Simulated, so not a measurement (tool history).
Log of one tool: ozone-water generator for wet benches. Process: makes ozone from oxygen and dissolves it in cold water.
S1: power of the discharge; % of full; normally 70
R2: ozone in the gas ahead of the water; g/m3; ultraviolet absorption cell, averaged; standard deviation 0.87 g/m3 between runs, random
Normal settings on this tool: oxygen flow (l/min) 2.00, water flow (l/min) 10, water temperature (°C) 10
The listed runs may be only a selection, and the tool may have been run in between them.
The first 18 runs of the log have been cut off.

{"run": 19, "hour": 930.1, "S1": 49, "oxygen flow (l/min)": 2.0, "water flow (l/min)": 8, "water temperature (°C)": 7, "dissolved ozone (ppm)": 10.0, "R2": 97.5}
{"run": 20, "hour": 975.5, "S1": 49, "oxygen flow (l/min)": 2.0, "water flow (l/min)": 8, "water temperature (°C)": 7, "dissolved ozone (ppm)": 9.8, "R2": 98.4}
{"run": 21, "hour": 1019.8, "S1": 58, "oxygen flow (l/min)": 1.79, "water flow (l/min)": 8, "water temperature (°C)": 7, "dissolved ozone (ppm)": 11.1, "R2": 118.4}
{"run": 22, "hour": 1097.7, "S1": 58, "oxygen flow (l/min)": 1.11, "water flow (l/min)": 8, "water temperature (°C)": 9, "dissolved ozone (ppm)": 9.6, "R2": 145.9}
{"run": 23, "hour": 1142.2, "S1": 64, "oxygen flow (l/min)": 1.95, "water flow (l/min)": 8, "water temperature (°C)": 13, "dissolved ozone (ppm)": 11.2, "R2": 122.7}
{"run": 24, "hour": 1183.5, "S1": 64, "oxygen flow (l/min)": 1.95, "water flow (l/min)": 8, "water temperature (°C)": 13, "dissolved ozone (ppm)": 11.3, "R2": 122.3}
{"run": 25, "hour": 1234.0, "S1": 46, "oxygen flow (l/min)": 1.11, "water flow (l/min)": 9, "water temperature (°C)": 6, "dissolved ozone (ppm)": 7.3, "R2": 121.6}
{"run": 26, "hour": 1266.3, "S1": 86, "oxygen flow (l/min)": 1.27, "water flow (l/min)": 10, "water temperature (°C)": 10, "dissolved ozone (ppm)": 10.5, "R2": 186.4}
{"run": 27, "hour": 1332.3, "S1": 96, "oxygen flow (l/min)": 2.92, "water flow (l/min)": 8, "water temperature (°C)": 7, "dissolved ozone (ppm)": 17.7, "R2": 140.6}
{"run": 28, "hour": 1375.7, "S1": 96, "oxygen flow (l/min)": 2.92, "water flow (l/min)": 8, "water temperature (°C)": 7, "dissolved ozone (ppm)": 17.5, "R2": 140.3}
{"run": 29, "hour": 1448.5, "S1": 96, "oxygen flow (l/min)": 2.92, "water flow (l/min)": 8, "water temperature (°C)": 7, "dissolved ozone (ppm)": 17.4, "R2": 137.6}
{"run": 30, "hour": 1510.0, "S1": 50, "oxygen flow (l/min)": 3.59, "water flow (l/min)": 13, "water temperature (°C)": 11, "dissolved ozone (ppm)": 6.4, "R2": 75.8}
{"run": 31, "hour": 1548.9, "S1": 46, "oxygen flow (l/min)": 1.18, "water flow (l/min)": 13, "water temperature (°C)": 12, "dissolved ozone (ppm)": 4.5, "R2": 115.2}
{"run": 32, "hour": 1603.9, "S1": 70, "oxygen flow (l/min)": 1.41, "water flow (l/min)": 10, "water temperature (°C)": 10, "dissolved ozone (ppm)": 9.2, "R2": 150.9}
{"run": 33, "hour": 1647.1, "S1": 70, "oxygen flow (l/min)": 1.41, "water flow (l/min)": 10, "water temperature (°C)": 10, "dissolved ozone (ppm)": 8.9, "R2": 149.1}
{"run": 34, "hour": 1699.8, "S1": 56, "oxygen flow (l/min)": 1.41, "water flow (l/min)": 10, "water temperature (°C)": 10, "dissolved ozone (ppm)": 7.5, "R2": 124.8}

Each row is a separate what-if for the run after 34, all from the same tool condition, not one after another. Results?
{"run": "A", "hour": 1767.1, "S1": 56, "oxygen flow (l/min)": 3.12, "water flow (l/min)": 10, "water temperature (°C)": 5, "dissolved ozone (ppm)": "?", "R2": "?"}
{"run": "B", "hour": 1767.1, "S1": 70, "oxygen flow (l/min)": 2.21, "water flow (l/min)": 10, "water temperature (°C)": 10, "dissolved ozone (ppm)": "?", "R2": "?"}
{"run": "C", "hour": 1767.1, "S1": 56, "oxygen flow (l/min)": 1.41, "water flow (l/min)": 11, "water temperature (°C)": 10, "dissolved ozone (ppm)": "?", "R2": "?"}

run=A dissolved_ozone_(ppm)=9.5 R2=87.2
run=B dissolved_ozone_(ppm)=10.1 R2=120.9
run=C dissolved_ozone_(ppm)=6.7 R2=124.0
Stripped of hidden state, with their random variation kept, the same runs would have yielded:
run=A dissolved_ozone_(ppm)=11.2 R2=95.8
run=B dissolved_ozone_(ppm)=12.1 R2=135.8
run=C dissolved_ozone_(ppm)=7.8 R2=136.2
